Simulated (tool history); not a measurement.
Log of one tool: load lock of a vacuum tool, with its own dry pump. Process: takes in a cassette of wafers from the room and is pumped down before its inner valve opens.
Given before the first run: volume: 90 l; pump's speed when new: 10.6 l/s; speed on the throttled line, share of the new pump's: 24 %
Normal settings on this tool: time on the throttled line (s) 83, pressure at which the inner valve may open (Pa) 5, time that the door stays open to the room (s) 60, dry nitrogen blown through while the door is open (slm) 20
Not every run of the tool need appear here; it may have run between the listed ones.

run	hour	time on the throttled line (s)	pressure at which the inner valve may open (Pa)	time that the door stays open to the room (s)	dry nitrogen blown through while the door is open (slm)	incoming humidity of the room's air, %	time from the closed door until the inner valve may open (s)	rise of the pressure with all valves shut (Pa/min)
1	0.0	83	5	60	20	44.4	155.1	0.073
2	288.7	97	5	60	20	45.9	165.3	0.079
3	785.2	97	5	60	20	44.7	164.8	0.082
4	1013.5	105	5	60	20	40.7	172.3	0.081
5	1266.1	83	5	129	20	48.9	158.4	0.098
6	1678.5	83	5	129	20	45.0	158.8	0.097
7	2110.1	83	5	60	20	47.7	161.2	0.097
8	2376.1	83	5	60	20	43.3	159.0	0.099
9	2615.7	83	5	60	20	45.8	158.4	0.100
10	2952.3	83	5	60	20	45.9	160.4	0.108
11	3449.8	83	5	60	20	47.0	159.8	0.113
12	3921.0	83	9	60	20	44.8	156.0	0.127
13	4225.4	83	9	60	20	44.2	158.5	0.133
14	4681.3	83	5	60	20	46.3	166.3	0.139
15	4963.3	83	5	60	8	46.4	165.5	0.155
16	5479.1	83	5	60	8	45.7	169.0	0.163
17	6016.8	83	5	60	8	42.1	171.5	0.170
# hour 6338.1: dry pump taken out, an overhauled one fitted
18	6347.3	83	5	60	20	40.8	148.3	0.170
19	6684.2	83	5	60	20	45.4	148.3	0.179
20	7118.9	83	5	60	28	43.0	147.6	0.178
21	7601.2	83	6	60	8	48.2	147.7	0.211
22	7863.8	83	4	52	15	48.2	153.2	0.207
23	8108.9	62	5	60	20	43.0	134.4	0.205
24	8587.7	83	10	60	20	45.6	146.1	0.213
25	8809.6	83	5	57	20	44.5	153.0	0.224
26	9041.1	47	5	60	6	45.9	126.7	0.245
27	9565.8	47	5	60	6	46.8	127.9	0.245
28	9799.1	83	6	26	41	47.8	153.5	0.231
29	10041.5	159	6	121	20	44.5	208.6	0.258
30	10353.3	150	4	60	20	47.7	208.5	0.255
31	10886.2	150	4	60	20	47.3	209.9	0.267
32	11362.5	83	5	64	9	46.2	159.7	0.287
33	11579.2	83	7	60	8	44.9	154.8	0.290
34	11823.2	83	7	60	8	44.7	155.1	0.297
35	12324.4	119	6	36	20	43.8	185.3	0.296
36	12859.1	118	5	60	20	46.6	186.3	0.311
37	13114.7	118	5	61	31	43.8	187.8	0.309

Here are 4 independent what-if runs from the current tool condition. What would each one return?
A	13508.4	83	5	29	7	48.5	?	?
B	13508.4	131	5	74	31	44.8	?	?
C	13508.4	102	9	55	31	48.2	?	?
D	13508.4	118	5	29	10	45.4	?	?

run	time from the closed door until the inner valve may open (s)	rise of the pressure with all valves shut (Pa/min)
A	165.8	0.337
B	199.1	0.325
C	172.6	0.331
D	189.1	0.345
With no hidden state in the tool, these same runs would have given:
run	time from the closed door until the inner valve may open (s)	rise of the pressure with all valves shut (Pa/min)
A	149.6	0.023
B	185.9	0.015
C	159.1	0.016
D	175.2	0.023

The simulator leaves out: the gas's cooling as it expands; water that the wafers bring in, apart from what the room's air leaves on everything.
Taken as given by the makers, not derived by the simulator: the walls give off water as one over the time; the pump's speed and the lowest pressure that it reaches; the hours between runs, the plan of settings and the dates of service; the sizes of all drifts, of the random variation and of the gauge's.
